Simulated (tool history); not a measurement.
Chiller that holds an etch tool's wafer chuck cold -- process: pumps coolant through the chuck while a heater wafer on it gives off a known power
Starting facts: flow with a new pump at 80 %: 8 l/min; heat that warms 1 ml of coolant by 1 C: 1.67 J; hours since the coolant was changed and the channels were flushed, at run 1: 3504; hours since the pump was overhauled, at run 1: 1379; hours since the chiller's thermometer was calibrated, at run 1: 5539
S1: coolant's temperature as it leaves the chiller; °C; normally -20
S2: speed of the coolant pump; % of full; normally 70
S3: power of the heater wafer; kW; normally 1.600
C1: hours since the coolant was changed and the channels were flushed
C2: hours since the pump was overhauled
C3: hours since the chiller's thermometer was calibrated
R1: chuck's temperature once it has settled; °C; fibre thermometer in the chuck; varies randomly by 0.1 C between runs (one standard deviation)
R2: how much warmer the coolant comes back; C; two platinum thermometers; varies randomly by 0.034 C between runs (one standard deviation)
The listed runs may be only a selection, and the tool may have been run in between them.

run    hour   S1  S2     S3    C1    C2    C3     R1     R2
  1     0.0  -20  70  1.600  3504  1379  5539    2.8   8.39
  2    28.2  -20  70  1.600  3533  1408  5567    2.8   8.38
  3    52.9  -20  70  1.600  3557  1432  5592    2.8   8.39
  4    76.4  -20  70  1.600  3581  1456  5615    3.0   8.40
  5   117.3  -20  77  1.600  3622  1497  5656    0.8   7.56
  6   142.7  -20  77  1.600  3647  1522  5681    0.9   7.56
  7   185.7  -23  77  1.600  3690  1565  5724   -2.1   7.48
  8   209.1  -20  70  1.600  3713  1589  5748    3.0   8.40
  9   237.3  -20  70  1.600  3742  1617  5776    3.0   8.37
 10   263.4  -20  70  1.006  3768  1643  5802   -5.3   5.30
 11   294.9  -20  70  1.600  3799  1674  5834    3.0   8.37
      303.6  -- chiller's thermometer calibrated
 12   328.2  -20  70  1.600  3832  1707    25    2.7   8.40
 13   355.3  -20  70  1.614  3859  1734    52    2.8   8.49
 14   400.6  -20  70  1.876  3904  1779    97    6.5   9.89
 15   436.1  -20  70  1.876  3939  1815   133    6.8   9.86
 16   471.1  -20  70  1.876  3974  1850   168    6.5   9.94
 17   500.9  -29  89  1.428  4004  1879   197  -12.9   5.75
 18   536.4  -25  68  1.428  4040  1915   233   -4.3   7.76
 19   561.5  -21  82  0.865  4065  1940   258  -10.6   3.79
 20   585.7  -21  82  0.865  4089  1964   282  -10.5   3.77
 21   623.3  -21  82  0.865  4127  2002   320  -10.6   3.79
 22   648.2  -27  94  1.600  4152  2027   345  -10.1   6.04
 23   695.5  -26  69  2.182  4199  2074   392    5.5  11.66
 24   725.9  -26  69  2.182  4229  2104   422    5.3  11.73
 25   770.2  -26  69  2.182  4273  2149   467    5.5  11.69
 26   812.9  -14  96  2.281  4316  2191   509   10.0   8.36
 27   856.7  -14  96  2.281  4360  2235   553    9.8   8.43
 28   881.9  -15  93  1.269  4385  2260   578   -1.3   4.82
 29   924.6  -23  62  1.333  4428  2303   621   -1.4   8.04
 30   964.6  -23  70  1.333  4468  2343   661   -3.8   7.06
 31   989.0  -23  70  1.333  4492  2367   685   -3.8   7.02
 32  1012.5  -23  91  1.600  4516  2391   709   -5.3   6.28

Some steps in R1, run to run, broken into two amounts with sign: the step expected even without the hidden condition (settings, incoming material, random variation), and the rest, left for the hidden condition together with whatever gauge scatter is not in both the measured and the hidden-condition-free result:
Hidden state at play: heat passed by the chuck's channels, % of clean ones'; flow at a given pump speed, % of a new pump's; coolant's true temperature over the reading, C; drift of the gauge itself on chuck_c, C; drift of the gauge itself on warmer_back_c, C.
Run 16 -> 17: S1 -20 -> -29, S2 70 -> 89, S3 1.876 -> 1.428. R1 -19.4 °C: hidden state -0.6, all else -18.8.
Run 18 -> 19: S1 -25 -> -21, S2 68 -> 82, S3 1.428 -> 0.865. R1 -6.3 °C: hidden state -0.5, all else -5.8.
Run 22 -> 23: S1 -27 -> -26, S2 94 -> 69, S3 1.600 -> 2.182. R1 +15.6 °C: hidden state +0.7, all else +14.9.
Run 27 -> 28: S1 -14 -> -15, S2 96 -> 93, S3 2.281 -> 1.269. R1 -11.1 °C: hidden state -0.5, all else -10.6.
